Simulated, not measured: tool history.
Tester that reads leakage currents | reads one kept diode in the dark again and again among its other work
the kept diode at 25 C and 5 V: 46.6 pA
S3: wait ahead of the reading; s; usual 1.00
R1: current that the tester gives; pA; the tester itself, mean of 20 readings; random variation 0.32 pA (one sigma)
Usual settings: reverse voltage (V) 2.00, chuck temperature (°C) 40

{"run": 1, "hour": 0.0, "reverse voltage (V)": 2.0, "chuck temperature (°C)": 40, "S3": 1.0, "R1": 99.23}
{"run": 2, "hour": 195.1, "reverse voltage (V)": 2.0, "chuck temperature (°C)": 40, "S3": 1.23, "R1": 98.36}
{"run": 3, "hour": 420.4, "reverse voltage (V)": 2.0, "chuck temperature (°C)": 40, "S3": 1.23, "R1": 96.88}
{"run": 4, "hour": 631.2, "reverse voltage (V)": 2.0, "chuck temperature (°C)": 40, "S3": 1.23, "R1": 95.67}
{"run": 5, "hour": 798.5, "reverse voltage (V)": 2.0, "chuck temperature (°C)": 40, "S3": 1.23, "R1": 94.27}
{"run": 6, "hour": 1026.4, "reverse voltage (V)": 4.88, "chuck temperature (°C)": 40, "S3": 1.0, "R1": 136.32}
{"hour": 1191.4, "done": "probe card cleaned and baked"}
{"run": 7, "hour": 1253.3, "reverse voltage (V)": 4.88, "chuck temperature (°C)": 40, "S3": 1.0, "R1": 130.1}
{"run": 8, "hour": 1383.1, "reverse voltage (V)": 4.88, "chuck temperature (°C)": 37, "S3": 1.0, "R1": 103.57}
{"run": 9, "hour": 1537.9, "reverse voltage (V)": 4.88, "chuck temperature (°C)": 37, "S3": 1.0, "R1": 102.39}
{"run": 10, "hour": 1729.7, "reverse voltage (V)": 4.88, "chuck temperature (°C)": 37, "S3": 1.0, "R1": 101.79}
{"run": 11, "hour": 1844.3, "reverse voltage (V)": 4.88, "chuck temperature (°C)": 37, "S3": 1.0, "R1": 100.76}
{"hour": 1989.6, "done": "tester calibrated"}
{"run": 12, "hour": 2003.6, "reverse voltage (V)": 2.0, "chuck temperature (°C)": 40, "S3": 5.16, "R1": 88.22}
{"run": 13, "hour": 2129.3, "reverse voltage (V)": 2.0, "chuck temperature (°C)": 40, "S3": 5.16, "R1": 87.77}
{"hour": 2323.1, "done": "chuck's temperature calibrated"}
{"run": 14, "hour": 2355.7, "reverse voltage (V)": 2.0, "chuck temperature (°C)": 40, "S3": 1.0, "R1": 104.48}
{"run": 15, "hour": 2494.3, "reverse voltage (V)": 2.0, "chuck temperature (°C)": 40, "S3": 1.0, "R1": 102.93}
{"run": 16, "hour": 2717.5, "reverse voltage (V)": 2.0, "chuck temperature (°C)": 40, "S3": 1.0, "R1": 101.62}
{"run": 17, "hour": 2868.9, "reverse voltage (V)": 2.0, "chuck temperature (°C)": 40, "S3": 1.0, "R1": 101.1}
{"run": 18, "hour": 3088.0, "reverse voltage (V)": 2.0, "chuck temperature (°C)": 40, "S3": 1.0, "R1": 100.05}
{"run": 19, "hour": 3316.9, "reverse voltage (V)": 1.35, "chuck temperature (°C)": 41, "S3": 1.0, "R1": 89.42}
{"run": 20, "hour": 3428.6, "reverse voltage (V)": 2.0, "chuck temperature (°C)": 42, "S3": 3.92, "R1": 112.25}
{"run": 21, "hour": 3542.7, "reverse voltage (V)": 2.07, "chuck temperature (°C)": 27, "S3": 7.0, "R1": 37.08}
{"hour": 3687.8, "done": "probe card cleaned and baked"}
{"run": 22, "hour": 3738.3, "reverse voltage (V)": 3.85, "chuck temperature (°C)": 36, "S3": 7.0, "R1": 90.19}
{"run": 23, "hour": 3858.4, "reverse voltage (V)": 16.68, "chuck temperature (°C)": 24, "S3": 2.56, "R1": 64.92}
{"run": 24, "hour": 4013.0, "reverse voltage (V)": 5.03, "chuck temperature (°C)": 27, "S3": 1.0, "R1": 50.45}
{"run": 25, "hour": 4121.1, "reverse voltage (V)": 5.03, "chuck temperature (°C)": 32, "S3": 3.52, "R1": 72.25}
{"run": 26, "hour": 4277.1, "reverse voltage (V)": 6.75, "chuck temperature (°C)": 51, "S3": 5.6, "R1": 324.34}
{"run": 27, "hour": 4418.5, "reverse voltage (V)": 6.75, "chuck temperature (°C)": 28, "S3": 1.59, "R1": 59.99}

Forecast run 28:
{"run": 28, "hour": 4647.0, "reverse voltage (V)": 9.43, "chuck temperature (°C)": 40, "S3": 1.73, "R1": "?"}

Run 28 gave R1 167.89 pA.
Without the tool's hidden state the same run would have given R1 194.54 pA.
